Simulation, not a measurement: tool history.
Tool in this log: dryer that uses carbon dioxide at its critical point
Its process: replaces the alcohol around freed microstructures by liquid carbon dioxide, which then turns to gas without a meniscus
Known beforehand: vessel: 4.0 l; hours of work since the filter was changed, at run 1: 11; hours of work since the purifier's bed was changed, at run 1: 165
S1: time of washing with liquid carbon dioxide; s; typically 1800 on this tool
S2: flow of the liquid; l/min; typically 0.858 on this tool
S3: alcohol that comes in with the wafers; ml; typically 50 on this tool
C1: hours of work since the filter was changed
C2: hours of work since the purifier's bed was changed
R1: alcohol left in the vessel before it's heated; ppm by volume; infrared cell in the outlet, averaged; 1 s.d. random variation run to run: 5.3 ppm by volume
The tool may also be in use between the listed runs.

| run | hour | S1 | S2 | S3 | C1 | C2 | R1 |
|---|---|---|---|---|---|---|---|
| 1 | 0 | 1800 | 0.858 | 50 | 11 | 165 | 140 |
| 2 | 7.5 | 1800 | 0.858 | 64 | 15 | 169 | 173 |
| 3 | 16.4 | 1800 | 0.858 | 64 | 20 | 174 | 172 |
| 4 | 24.3 | 1800 | 0.858 | 64 | 24 | 179 | 175 |
| 5 | 28.9 | 1800 | 0.858 | 50 | 27 | 181 | 141 |
| 6 | 34.9 | 1800 | 0.858 | 50 | 30 | 184 | 146 |
| 7 | 43.9 | 2580 | 0.858 | 50 | 35 | 189 | 45 |
| 8 | 50 | 2580 | 0.858 | 50 | 39 | 193 | 39 |
| 9 | 54.6 | 2580 | 1.108 | 50 | 41 | 195 | 19 |
| 10 | 62.8 | 1800 | 0.858 | 50 | 46 | 200 | 154 |
| 11 | 68.7 | 1800 | 0.858 | 61 | 49 | 203 | 177 |
| 12 | 73 | 1800 | 0.858 | 26 | 51 | 205 | 94 |
| 13 | 79.8 | 1800 | 0.858 | 89 | 55 | 209 | 263 |
| 14 | 89.6 | 1800 | 0.858 | 108 | 60 | 215 | 310 |
| 15 | 95.8 | 1800 | 0.858 | 50 | 64 | 218 | 157 |
| 16 | 102.3 | 1140 | 0.627 | 50 | 67 | 222 | 1539 |
| 17 | 106.6 | 1140 | 0.627 | 50 | 70 | 224 | 1630 |
| 18 | 114.4 | 1080 | 1.041 | 36 | 74 | 228 | 344 |
| 19 | 120.5 | 2100 | 1.004 | 28 | 78 | 232 | 33 |
| 20 | 127.9 | 2100 | 1.004 | 28 | 82 | 236 | 41 |
| 21 | 132.8 | 1200 | 0.746 | 40 | 84 | 239 | 769 |
| 22 | 139.3 | 1500 | 0.692 | 91 | 88 | 242 | 1156 |
| 23 | 144.5 | 1500 | 0.692 | 91 | 91 | 245 | 1166 |
| 24 | 151 | 1260 | 0.692 | 24 | 94 | 249 | 510 |
| 25 | 159.8 | 1260 | 0.541 | 62 | 99 | 253 | 2223 |
| 26 | 169.1 | 1260 | 0.541 | 62 | 104 | 259 | 2203 |
| 27 | 174.4 | 1200 | 0.858 | 25 | 107 | 262 | 351 |
| 28 | 181 | 1860 | 1.254 | 39 | 111 | 265 | 41 |
| 29 | 188.2 | 1860 | 1.254 | 39 | 115 | 269 | 50 |

Each row is a separate what-if for the run after 29, all from the same tool condition, not one after another. Results?
| A | 196.3 | 2460 | 1.254 | 39 | 119 | 274 | ? |
| B | 196.3 | 1800 | 0.858 | 41 | 119 | 274 | ? |
| C | 196.3 | 1560 | 1.254 | 60 | 119 | 274 | ? |
| D | 196.3 | 1140 | 0.858 | 50 | 119 | 274 | ? |
| E | 196.3 | 2220 | 0.852 | 85 | 119 | 274 | ? |

| run | R1 |
|---|---|
| A | 26 |
| B | 159 |
| C | 91 |
| D | 786 |
| E | 127 |
With the hidden condition removed and each run's random variation left untouched, the same runs would have given:
| run | R1 |
|---|---|
| A | 0 |
| B | 106 |
| C | 50 |
| D | 645 |
| E | 75 |

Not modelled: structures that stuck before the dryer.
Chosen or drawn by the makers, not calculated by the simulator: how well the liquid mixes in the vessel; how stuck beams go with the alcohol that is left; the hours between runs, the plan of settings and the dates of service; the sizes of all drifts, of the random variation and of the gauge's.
